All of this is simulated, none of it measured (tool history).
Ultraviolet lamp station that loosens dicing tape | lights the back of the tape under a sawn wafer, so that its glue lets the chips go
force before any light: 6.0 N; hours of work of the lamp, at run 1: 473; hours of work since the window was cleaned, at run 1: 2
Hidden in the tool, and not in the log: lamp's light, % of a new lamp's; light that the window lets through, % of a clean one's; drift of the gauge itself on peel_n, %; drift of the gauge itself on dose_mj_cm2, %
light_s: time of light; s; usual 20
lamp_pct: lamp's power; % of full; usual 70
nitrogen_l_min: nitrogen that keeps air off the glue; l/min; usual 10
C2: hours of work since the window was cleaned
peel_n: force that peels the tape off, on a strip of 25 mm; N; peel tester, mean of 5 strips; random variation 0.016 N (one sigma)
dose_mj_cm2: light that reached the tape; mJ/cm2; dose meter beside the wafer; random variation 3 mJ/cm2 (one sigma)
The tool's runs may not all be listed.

{"run": 1, "hour": 0.0, "light_s": 20, "lamp_pct": 70, "nitrogen_l_min": 10, "hours of work of the lamp": 473, "C2": 2, "peel_n": 0.976, "dose_mj_cm2": 399}
{"run": 2, "hour": 35.6, "light_s": 20, "lamp_pct": 70, "nitrogen_l_min": 10, "hours of work of the lamp": 489, "C2": 17, "peel_n": 0.934, "dose_mj_cm2": 398}
{"run": 3, "hour": 82.0, "light_s": 20, "lamp_pct": 70, "nitrogen_l_min": 10, "hours of work of the lamp": 509, "C2": 37, "peel_n": 0.965, "dose_mj_cm2": 397}
{"run": 4, "hour": 125.8, "light_s": 20, "lamp_pct": 70, "nitrogen_l_min": 10, "hours of work of the lamp": 528, "C2": 56, "peel_n": 0.991, "dose_mj_cm2": 393}
{"run": 5, "hour": 152.8, "light_s": 20, "lamp_pct": 70, "nitrogen_l_min": 10, "hours of work of the lamp": 539, "C2": 68, "peel_n": 1.006, "dose_mj_cm2": 389}
{"run": 6, "hour": 207.4, "light_s": 20, "lamp_pct": 98, "nitrogen_l_min": 10, "hours of work of the lamp": 563, "C2": 91, "peel_n": 0.561, "dose_mj_cm2": 544}
{"run": 7, "hour": 262.6, "light_s": 20, "lamp_pct": 78, "nitrogen_l_min": 10, "hours of work of the lamp": 587, "C2": 115, "peel_n": 0.864, "dose_mj_cm2": 426}
{"run": 8, "hour": 316.4, "light_s": 20, "lamp_pct": 78, "nitrogen_l_min": 10, "hours of work of the lamp": 610, "C2": 138, "peel_n": 0.846, "dose_mj_cm2": 422}
{"run": 9, "hour": 355.1, "light_s": 20, "lamp_pct": 70, "nitrogen_l_min": 10, "hours of work of the lamp": 627, "C2": 155, "peel_n": 1.021, "dose_mj_cm2": 379}
{"run": 10, "hour": 393.3, "light_s": 20, "lamp_pct": 70, "nitrogen_l_min": 10, "hours of work of the lamp": 643, "C2": 172, "peel_n": 1.081, "dose_mj_cm2": 369}
{"run": 11, "hour": 437.5, "light_s": 20, "lamp_pct": 70, "nitrogen_l_min": 10, "hours of work of the lamp": 663, "C2": 191, "peel_n": 1.084, "dose_mj_cm2": 367}
{"run": 12, "hour": 478.4, "light_s": 20, "lamp_pct": 70, "nitrogen_l_min": 10, "hours of work of the lamp": 680, "C2": 208, "peel_n": 1.106, "dose_mj_cm2": 369}
{"run": 13, "hour": 523.5, "light_s": 20, "lamp_pct": 70, "nitrogen_l_min": 10, "hours of work of the lamp": 700, "C2": 228, "peel_n": 1.084, "dose_mj_cm2": 359}
{"run": 14, "hour": 548.4, "light_s": 20, "lamp_pct": 70, "nitrogen_l_min": 10, "hours of work of the lamp": 710, "C2": 239, "peel_n": 1.105, "dose_mj_cm2": 361}
{"run": 15, "hour": 590.6, "light_s": 20, "lamp_pct": 70, "nitrogen_l_min": 12, "hours of work of the lamp": 729, "C2": 257, "peel_n": 1.037, "dose_mj_cm2": 357}
{"run": 16, "hour": 648.5, "light_s": 20, "lamp_pct": 70, "nitrogen_l_min": 10, "hours of work of the lamp": 754, "C2": 282, "peel_n": 1.141, "dose_mj_cm2": 354}
{"run": 17, "hour": 678.4, "light_s": 20, "lamp_pct": 70, "nitrogen_l_min": 10, "hours of work of the lamp": 767, "C2": 295, "peel_n": 1.148, "dose_mj_cm2": 359}
{"hour": 697.7, "done": "window cleaned of glue's vapour"}
{"run": 18, "hour": 713.1, "light_s": 20, "lamp_pct": 70, "nitrogen_l_min": 10, "hours of work of the lamp": 781, "C2": 7, "peel_n": 1.1, "dose_mj_cm2": 365}
{"run": 19, "hour": 765.1, "light_s": 20, "lamp_pct": 70, "nitrogen_l_min": 10, "hours of work of the lamp": 804, "C2": 29, "peel_n": 1.135, "dose_mj_cm2": 365}
{"run": 20, "hour": 817.2, "light_s": 20, "lamp_pct": 70, "nitrogen_l_min": 10, "hours of work of the lamp": 826, "C2": 52, "peel_n": 1.122, "dose_mj_cm2": 360}
{"run": 21, "hour": 852.9, "light_s": 20, "lamp_pct": 70, "nitrogen_l_min": 10, "hours of work of the lamp": 842, "C2": 67, "peel_n": 1.116, "dose_mj_cm2": 357}
{"run": 22, "hour": 890.8, "light_s": 20, "lamp_pct": 70, "nitrogen_l_min": 10, "hours of work of the lamp": 858, "C2": 83, "peel_n": 1.131, "dose_mj_cm2": 356}
{"run": 23, "hour": 938.6, "light_s": 12, "lamp_pct": 70, "nitrogen_l_min": 12, "hours of work of the lamp": 879, "C2": 104, "peel_n": 2.036, "dose_mj_cm2": 213}
{"run": 24, "hour": 993.3, "light_s": 12, "lamp_pct": 70, "nitrogen_l_min": 12, "hours of work of the lamp": 903, "C2": 128, "peel_n": 2.061, "dose_mj_cm2": 208}

The next listed run, before its measurement:
{"run": 25, "hour": 1046.1, "light_s": 12, "lamp_pct": 70, "nitrogen_l_min": 12, "hours of work of the lamp": 925, "C2": 151, "peel_n": "?", "dose_mj_cm2": "?"}

peel_n: 2.092 N
dose_mj_cm2: 205 mJ/cm2
Without the tool's hidden state the same run would have given peel_n 1.513 N, dose_mj_cm2 271 mJ/cm2.

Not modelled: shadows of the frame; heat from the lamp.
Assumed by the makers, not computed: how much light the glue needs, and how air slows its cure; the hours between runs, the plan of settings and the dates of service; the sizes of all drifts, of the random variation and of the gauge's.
